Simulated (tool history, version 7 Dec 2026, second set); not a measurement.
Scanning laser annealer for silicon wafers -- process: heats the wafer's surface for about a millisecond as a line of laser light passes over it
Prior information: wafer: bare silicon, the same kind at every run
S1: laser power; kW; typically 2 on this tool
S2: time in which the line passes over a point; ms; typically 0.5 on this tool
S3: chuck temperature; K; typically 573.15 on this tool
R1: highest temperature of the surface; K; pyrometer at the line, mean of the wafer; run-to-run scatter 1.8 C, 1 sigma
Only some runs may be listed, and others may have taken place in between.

{"run": 1, "hour": 0.0, "S1": 2, "S2": 0.5, "S3": 573.15, "R1": 1269.15}
{"run": 2, "hour": 31.1, "S1": 2, "S2": 0.5, "S3": 573.15, "R1": 1267.15}
{"run": 3, "hour": 77.6, "S1": 2, "S2": 0.5, "S3": 573.15, "R1": 1267.15}
{"hour": 105.1, "done": "window over the wafer cleaned"}
{"run": 4, "hour": 119.7, "S1": 2, "S2": 0.5, "S3": 573.15, "R1": 1287.15}
{"run": 5, "hour": 155.2, "S1": 2, "S2": 0.5, "S3": 573.15, "R1": 1288.15}
{"run": 6, "hour": 186.4, "S1": 2, "S2": 0.5, "S3": 573.15, "R1": 1288.15}
{"run": 7, "hour": 239.0, "S1": 2, "S2": 0.5, "S3": 574.15, "R1": 1285.15}
{"run": 8, "hour": 281.2, "S1": 2, "S2": 0.5, "S3": 574.15, "R1": 1283.15}
{"run": 9, "hour": 311.5, "S1": 2, "S2": 0.516, "S3": 573.15, "R1": 1294.15}
{"run": 10, "hour": 351.6, "S1": 2, "S2": 0.5, "S3": 573.15, "R1": 1283.15}
{"run": 11, "hour": 384.9, "S1": 2, "S2": 0.5, "S3": 573.15, "R1": 1281.15}
{"hour": 393.2, "done": "optics aligned, line set to its width"}
{"run": 12, "hour": 433.4, "S1": 2, "S2": 0.5, "S3": 573.15, "R1": 1277.15}
{"run": 13, "hour": 486.9, "S1": 2, "S2": 0.5, "S3": 573.15, "R1": 1277.15}
{"run": 14, "hour": 520.4, "S1": 2.06, "S2": 0.445, "S3": 585.15, "R1": 1267.15}
{"run": 15, "hour": 566.9, "S1": 2.083, "S2": 0.445, "S3": 585.15, "R1": 1276.15}
{"run": 16, "hour": 590.8, "S1": 1.766, "S2": 0.518, "S3": 573.15, "R1": 1193.15}
{"hour": 604.3, "done": "optics aligned, line set to its width, once more"}
{"run": 17, "hour": 630.5, "S1": 1.766, "S2": 0.391, "S3": 546.15, "R1": 1086.15}
{"run": 18, "hour": 658.0, "S1": 1.858, "S2": 0.433, "S3": 586.15, "R1": 1194.15}
{"run": 19, "hour": 683.8, "S1": 1.858, "S2": 0.433, "S3": 586.15, "R1": 1195.15}
{"run": 20, "hour": 732.3, "S1": 1.858, "S2": 0.433, "S3": 586.15, "R1": 1189.15}
{"run": 21, "hour": 781.6, "S1": 1.872, "S2": 0.5, "S3": 561.15, "R1": 1214.15}

What if the next run were any one of these 4? Each begins from the tool's condition after run 21:
{"run": "A", "hour": 819.0, "S1": 1.722, "S2": 0.5, "S3": 573.15, "R1": "?"}
{"run": "B", "hour": 819.0, "S1": 1.801, "S2": 0.498, "S3": 548.15, "R1": "?"}
{"run": "C", "hour": 819.0, "S1": 2.011, "S2": 0.419, "S3": 539.15, "R1": "?"}
{"run": "D", "hour": 819.0, "S1": 1.756, "S2": 0.357, "S3": 561.15, "R1": "?"}

run=A R1=1170.15
run=B R1=1175.15
run=C R1=1186.15
run=D R1=1073.15
With no hidden state in the tool, these same runs would have given:
run=A R1=1184.15
run=B R1=1190.15
run=C R1=1201.15
run=D R1=1085.15
